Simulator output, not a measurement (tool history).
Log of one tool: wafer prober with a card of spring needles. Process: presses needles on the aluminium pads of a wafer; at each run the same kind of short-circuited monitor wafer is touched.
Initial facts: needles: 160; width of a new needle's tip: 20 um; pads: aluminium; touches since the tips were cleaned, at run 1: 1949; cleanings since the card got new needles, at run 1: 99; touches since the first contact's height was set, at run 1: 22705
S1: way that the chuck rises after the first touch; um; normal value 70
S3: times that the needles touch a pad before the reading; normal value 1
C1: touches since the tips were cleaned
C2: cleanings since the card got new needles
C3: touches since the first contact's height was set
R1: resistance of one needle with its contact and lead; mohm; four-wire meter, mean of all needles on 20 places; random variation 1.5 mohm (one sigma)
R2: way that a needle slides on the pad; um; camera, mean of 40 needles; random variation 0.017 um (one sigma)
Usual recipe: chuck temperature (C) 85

{"run": 1, "day": 0.0, "S1": 70, "chuck temperature (C)": 85, "S3": 1, "C1": 1949, "C2": 99, "C3": 22705, "R1": 238, "R2": 16.06}
{"day": 0.342, "done": "tips cleaned on abrasive film"}
{"day": 0.888, "done": "tips cleaned on abrasive film"}
{"run": 2, "day": 1.179, "S1": 52, "chuck temperature (C)": 85, "S3": 1, "C1": 3133, "C2": 101, "C3": 35178, "R1": 393, "R2": 11.88}
{"day": 1.412, "done": "tips cleaned on abrasive film"}
{"day": 1.875, "done": "tips cleaned on abrasive film"}
{"run": 3, "day": 2.329, "S1": 70, "chuck temperature (C)": 85, "S3": 1, "C1": 4809, "C2": 103, "C3": 47313, "R1": 306, "R2": 16}
{"day": 2.446, "done": "tips cleaned on abrasive film"}
{"day": 2.942, "done": "tips cleaned on abrasive film"}
{"day": 3.479, "done": "tips cleaned on abrasive film"}
{"day": 3.942, "done": "tips cleaned on abrasive film"}
{"day": 3.954, "done": "height of the first contact set anew"}
{"run": 4, "day": 4.208, "S1": 70, "chuck temperature (C)": 85, "S3": 1, "C1": 2684, "C2": 107, "C3": 2684, "R1": 271, "R2": 16.1}
{"day": 4.312, "done": "tips cleaned on abrasive film, once more"}
{"day": 4.883, "done": "tips cleaned on abrasive film"}
{"day": 5.454, "done": "tips cleaned on abrasive film"}
{"run": 5, "day": 5.9, "S1": 70, "chuck temperature (C)": 85, "S3": 1, "C1": 4760, "C2": 110, "C3": 20589, "R1": 308, "R2": 16.09}
{"day": 6.021, "done": "tips cleaned on abrasive film"}
{"day": 6.542, "done": "tips cleaned on abrasive film"}
{"day": 7.058, "done": "tips cleaned on abrasive film"}
{"run": 6, "day": 7.058, "S1": 70, "chuck temperature (C)": 85, "S3": 1, "C1": 0, "C2": 113, "C3": 32757, "R1": 165, "R2": 16.02}
{"day": 7.521, "done": "tips cleaned on abrasive film"}
{"day": 8.075, "done": "tips cleaned on abrasive film"}
{"run": 7, "day": 8.075, "S1": 70, "chuck temperature (C)": 85, "S3": 1, "C1": 0, "C2": 115, "C3": 43494, "R1": 166, "R2": 16.01}
{"day": 8.65, "done": "tips cleaned on abrasive film"}
{"day": 9.208, "done": "tips cleaned on abrasive film"}
{"run": 8, "day": 9.333, "S1": 70, "chuck temperature (C)": 85, "S3": 1, "C1": 1353, "C2": 117, "C3": 56839, "R1": 213, "R2": 15.99}
{"day": 9.683, "done": "tips cleaned on abrasive film"}
{"day": 10.042, "done": "height of the first contact set anew"}
{"day": 10.158, "done": "tips cleaned on abrasive film"}
{"run": 9, "day": 10.45, "S1": 70, "chuck temperature (C)": 85, "S3": 1, "C1": 3092, "C2": 119, "C3": 4313, "R1": 267, "R2": 16.09}
{"day": 10.667, "done": "tips cleaned on abrasive film"}
{"day": 11.129, "done": "tips cleaned on abrasive film"}
{"day": 11.683, "done": "tips cleaned on abrasive film"}
{"run": 10, "day": 11.871, "S1": 70, "chuck temperature (C)": 85, "S3": 1, "C1": 2025, "C2": 122, "C3": 19328, "R1": 256, "R2": 16.05}
{"day": 12.221, "done": "tips cleaned on abrasive film"}
{"day": 12.771, "done": "tips cleaned on abrasive film"}
{"day": 13.233, "done": "tips cleaned on abrasive film"}
{"run": 11, "day": 13.542, "S1": 70, "chuck temperature (C)": 52, "S3": 2, "C1": 3296, "C2": 125, "C3": 36980, "R1": 233, "R2": 16}
{"day": 13.758, "done": "tips cleaned on abrasive film"}
{"day": 14.288, "done": "tips cleaned on abrasive film"}
{"day": 14.833, "done": "tips cleaned on abrasive film"}
{"run": 12, "day": 15.021, "S1": 70, "chuck temperature (C)": 52, "S3": 2, "C1": 2025, "C2": 128, "C3": 52610, "R1": 206, "R2": 15.95}
{"day": 15.35, "done": "tips cleaned on abrasive film"}
{"day": 15.908, "done": "tips cleaned on abrasive film"}
{"run": 13, "day": 15.908, "S1": 70, "chuck temperature (C)": 52, "S3": 2, "C1": 0, "C2": 130, "C3": 61944, "R1": 158, "R2": 15.95}
{"day": 16.15, "done": "height of the first contact set anew"}
{"day": 16.471, "done": "tips cleaned on abrasive film"}
{"day": 17.021, "done": "tips cleaned on abrasive film"}
{"run": 14, "day": 17.379, "S1": 62, "chuck temperature (C)": 38, "S3": 3, "C1": 3815, "C2": 132, "C3": 13001, "R1": 219, "R2": 14.26}
{"day": 17.496, "done": "tips cleaned on abrasive film"}
{"day": 18.029, "done": "tips cleaned on abrasive film"}
{"day": 18.533, "done": "tips cleaned on abrasive film"}
{"run": 15, "day": 18.533, "S1": 55, "chuck temperature (C)": 32, "S3": 2, "C1": 0, "C2": 135, "C3": 25149, "R1": 158, "R2": 12.61}
{"day": 19.079, "done": "tips cleaned on abrasive film"}
{"day": 19.608, "done": "tips cleaned on abrasive film"}
{"run": 16, "day": 19.771, "S1": 55, "chuck temperature (C)": 32, "S3": 2, "C1": 1738, "C2": 137, "C3": 38257, "R1": 240, "R2": 12.55}
{"day": 20.104, "done": "tips cleaned on abrasive film"}
{"day": 20.683, "done": "tips cleaned on abrasive film"}
{"run": 17, "day": 20.738, "S1": 51, "chuck temperature (C)": 68, "S3": 1, "C1": 578, "C2": 139, "C3": 48446, "R1": 260, "R2": 11.61}
{"day": 21.146, "done": "tips cleaned on abrasive film"}
{"day": 21.667, "done": "tips cleaned on abrasive film"}
{"day": 22.129, "done": "tips cleaned on abrasive film"}
{"day": 22.258, "done": "height of the first contact set anew"}
{"day": 22.721, "done": "tips cleaned on abrasive film"}
{"run": 18, "day": 22.771, "S1": 51, "chuck temperature (C)": 68, "S3": 1, "C1": 511, "C2": 143, "C3": 5396, "R1": 230, "R2": 11.73}
{"day": 23.183, "done": "tips cleaned on abrasive film"}
{"run": 19, "day": 23.596, "S1": 51, "chuck temperature (C)": 68, "S3": 1, "C1": 4376, "C2": 144, "C3": 14151, "R1": 448, "R2": 11.72}

Predict each of these 3 candidate next runs independently; none follows another, all start after run 19:
{"day": 23.712, "done": "tips cleaned on abrasive film"}
{"day": 24.258, "done": "tips cleaned on abrasive film"}
{"run": "A", "day": 24.508, "S1": 88, "chuck temperature (C)": 85, "S3": 2, "C1": 2644, "C2": 146, "C3": 23774, "R1": "?", "R2": "?"}
{"day": 23.712, "done": "tips cleaned on abrasive film"}
{"day": 24.258, "done": "tips cleaned on abrasive film"}
{"run": "B", "day": 24.508, "S1": 81, "chuck temperature (C)": 64, "S3": 3, "C1": 2644, "C2": 146, "C3": 23774, "R1": "?", "R2": "?"}
{"day": 23.712, "done": "tips cleaned on abrasive film"}
{"day": 24.258, "done": "tips cleaned on abrasive film"}
{"run": "C", "day": 24.508, "S1": 87, "chuck temperature (C)": 34, "S3": 3, "C1": 2644, "C2": 146, "C3": 23774, "R1": "?", "R2": "?"}

run=A R1=195 R2=20.19
run=B R1=180 R2=18.59
run=C R1=168 R2=19.99
With no hidden state in the tool, these same runs would have given:
run=A R1=139 R2=20.26
run=B R1=138 R2=18.66
run=C R1=131 R2=20.06

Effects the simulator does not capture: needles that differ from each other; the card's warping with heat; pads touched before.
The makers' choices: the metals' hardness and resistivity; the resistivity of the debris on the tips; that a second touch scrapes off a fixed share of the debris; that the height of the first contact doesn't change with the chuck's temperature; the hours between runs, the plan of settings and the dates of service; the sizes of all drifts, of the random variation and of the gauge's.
